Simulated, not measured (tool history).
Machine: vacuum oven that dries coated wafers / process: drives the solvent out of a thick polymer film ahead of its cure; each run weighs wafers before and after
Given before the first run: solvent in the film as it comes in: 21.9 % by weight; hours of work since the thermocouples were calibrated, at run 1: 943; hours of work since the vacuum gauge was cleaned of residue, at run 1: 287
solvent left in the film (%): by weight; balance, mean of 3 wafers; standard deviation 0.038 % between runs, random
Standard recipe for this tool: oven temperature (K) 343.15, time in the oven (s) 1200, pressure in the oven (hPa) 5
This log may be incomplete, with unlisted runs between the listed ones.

run	hour	oven temperature (K)	time in the oven (s)	pressure in the oven (hPa)	hours of work since the thermocouples were calibrated	hours of work since the vacuum gauge was cleaned of residue	solvent left in the film (%)
1	0	343.15	1200	5	943	287	1.12
2	26.2	343.15	1200	5	962	306	1.08
3	57.4	343.15	1200	5	983	327	1.08
4	76.9	343.15	1200	5	997	341	1.1
5	99.2	343.15	1200	5	1012	356	1.14
6	128.2	343.15	1200	6.79	1032	376	1.07
7	147.3	343.15	1200	6.79	1046	390	1.17
8	176.8	343.15	1740	5	1066	410	0.38
9	210.2	343.15	1740	5	1089	433	0.45
10	238.8	343.15	1200	5	1109	453	1.07
11	263.6	343.15	1200	5	1126	470	1.13
12	285.1	343.15	1260	5	1141	485	1
13	314	343.15	1200	5	1161	505	1.06
14	328.2	343.15	1200	5	1171	515	1.04
15	348.5	343.15	1200	19.81	1185	529	1.52
16	381.9	343.15	1200	5	1208	552	1.08
17	412.2	343.15	1200	5	1229	573	1.11
18	446.1	343.15	1200	5	1253	597	1.02
19	470.6	343.15	1200	5	1270	614	1.03
20	489.5	343.15	1200	5	1283	627	1.04
21	512.3	343.15	1200	5	1299	643	1.04
# hour 517.1: oven's thermocouples calibrated
22	535.4	343.15	1200	5	13	657	1.32
23	564.4	343.15	1920	18.52	33	677	0.7
24	597.6	332.15	720	17.39	56	701	7.34
25	617.1	340.15	1800	14.86	69	714	0.97
26	637.1	347.15	1020	14.52	83	728	1.39
27	659.8	355.15	780	6.37	99	744	0.89
28	690.4	355.15	780	6.37	120	765	0.95
29	705.5	343.15	600	19.96	131	775	4.84
30	731.2	343.15	600	19.96	148	793	4.88
31	754.2	343.15	660	5	164	809	4.02
32	787.1	343.15	660	5	187	832	3.94
33	818.4	343.15	660	3.25	209	854	3.94
34	832.1	343.15	1200	5	218	863	1.3
35	850.8	343.15	1200	5	231	876	1.26

4 options for the next run, each taken on its own from the tool as it stands now. Forecast them:
A	875.8	332.15	1200	5.38	249	893	?
B	875.8	343.15	840	7.8	249	893	?
C	875.8	343.15	1260	7.39	249	893	?
D	875.8	344.15	2100	9.04	249	893	?

run	solvent left in the film (%)
A	3.59
B	2.71
C	1.08
D	0.37
Without the tool's hidden state the same runs would have given:
run	solvent left in the film (%)
A	3.76
B	2.85
C	1.15
D	0.36

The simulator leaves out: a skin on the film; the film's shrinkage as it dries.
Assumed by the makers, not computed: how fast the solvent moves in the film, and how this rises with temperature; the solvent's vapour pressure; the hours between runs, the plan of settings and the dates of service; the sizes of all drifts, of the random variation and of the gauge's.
